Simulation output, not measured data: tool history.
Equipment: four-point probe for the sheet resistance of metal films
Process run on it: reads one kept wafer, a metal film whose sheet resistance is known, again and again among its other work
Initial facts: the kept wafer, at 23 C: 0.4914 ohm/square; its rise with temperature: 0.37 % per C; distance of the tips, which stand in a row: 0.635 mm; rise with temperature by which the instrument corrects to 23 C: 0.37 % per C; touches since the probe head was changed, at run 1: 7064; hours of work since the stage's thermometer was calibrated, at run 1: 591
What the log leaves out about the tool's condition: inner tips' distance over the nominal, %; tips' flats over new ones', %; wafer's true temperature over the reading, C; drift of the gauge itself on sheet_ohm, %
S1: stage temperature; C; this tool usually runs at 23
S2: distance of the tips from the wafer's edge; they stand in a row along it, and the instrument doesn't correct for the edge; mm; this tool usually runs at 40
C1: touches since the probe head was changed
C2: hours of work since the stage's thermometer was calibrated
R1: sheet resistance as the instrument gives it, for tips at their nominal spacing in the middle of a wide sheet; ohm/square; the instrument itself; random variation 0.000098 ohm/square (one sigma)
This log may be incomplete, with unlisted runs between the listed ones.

| run | hour | S1 | S2 | C1 | C2 | R1 |
|---|---|---|---|---|---|---|
| 1 | 0.0 | 23 | 40 | 7064 | 591 | 0.491582 |
| 2 | 29.7 | 23 | 40 | 7458 | 603 | 0.491495 |
| 3 | 51.7 | 23 | 40 | 7751 | 613 | 0.491423 |
| 4 | 70.0 | 23 | 8 | 7996 | 620 | 0.493107 |
| 5 | 95.5 | 19 | 40 | 8335 | 631 | 0.491348 |
| 6 | 122.9 | 19 | 40 | 8700 | 643 | 0.491318 |
| 7 | 154.4 | 19 | 40 | 9119 | 656 | 0.491447 |
| 8 | 177.3 | 19 | 40 | 9424 | 666 | 0.491387 |
| 9 | 198.5 | 19 | 40 | 9707 | 675 | 0.491308 |
| 10 | 218.7 | 19 | 40 | 9975 | 683 | 0.491382 |
| 11 | 232.9 | 19 | 4 | 10165 | 689 | 0.497839 |
| 12 | 255.0 | 19 | 4 | 10459 | 699 | 0.497739 |
| 13 | 282.4 | 28 | 40 | 10824 | 710 | 0.491787 |
| 14 | 310.6 | 32 | 40 | 11199 | 722 | 0.491467 |
| 15 | 337.2 | 28 | 63 | 11553 | 734 | 0.491720 |
| 16 | 361.8 | 31 | 14 | 11880 | 744 | 0.492104 |
| 17 | 381.1 | 20 | 26 | 12138 | 752 | 0.491481 |
| 18 | 410.8 | 26 | 14 | 12533 | 765 | 0.492211 |
| 19 | 435.4 | 28 | 12 | 12861 | 775 | 0.492117 |
| 20 | 448.8 | 32 | 12 | 13040 | 781 | 0.492459 |
| 21 | 477.9 | 19 | 7 | 13427 | 793 | 0.493578 |
| 22 | 499.4 | 19 | 7 | 13713 | 802 | 0.493388 |
| 23 | 527.9 | 19 | 7 | 14093 | 814 | 0.493300 |
| 24 | 551.5 | 19 | 7 | 14407 | 824 | 0.493636 |
| 25 | 582.2 | 19 | 7 | 14815 | 837 | 0.493514 |

Each row is a separate what-if for the run after 25, all from the same tool condition, not one after another. Results?
| A | 607.9 | 19 | 3 | 15157 | 848 | ? |
| B | 607.9 | 26 | 15 | 15157 | 848 | ? |
| C | 607.9 | 19 | 15 | 15157 | 848 | ? |
| D | 607.9 | 21 | 31 | 15157 | 848 | ? |
| E | 607.9 | 19 | 6 | 15157 | 848 | ? |

| run | R1 |
|---|---|
| A | 0.502952 |
| B | 0.491987 |
| C | 0.491741 |
| D | 0.491533 |
| E | 0.494246 |
What these runs would have given with no unlogged condition in the tool:
| run | R1 |
|---|---|
| A | 0.502935 |
| B | 0.491970 |
| C | 0.491724 |
| D | 0.491516 |
| E | 0.494229 |
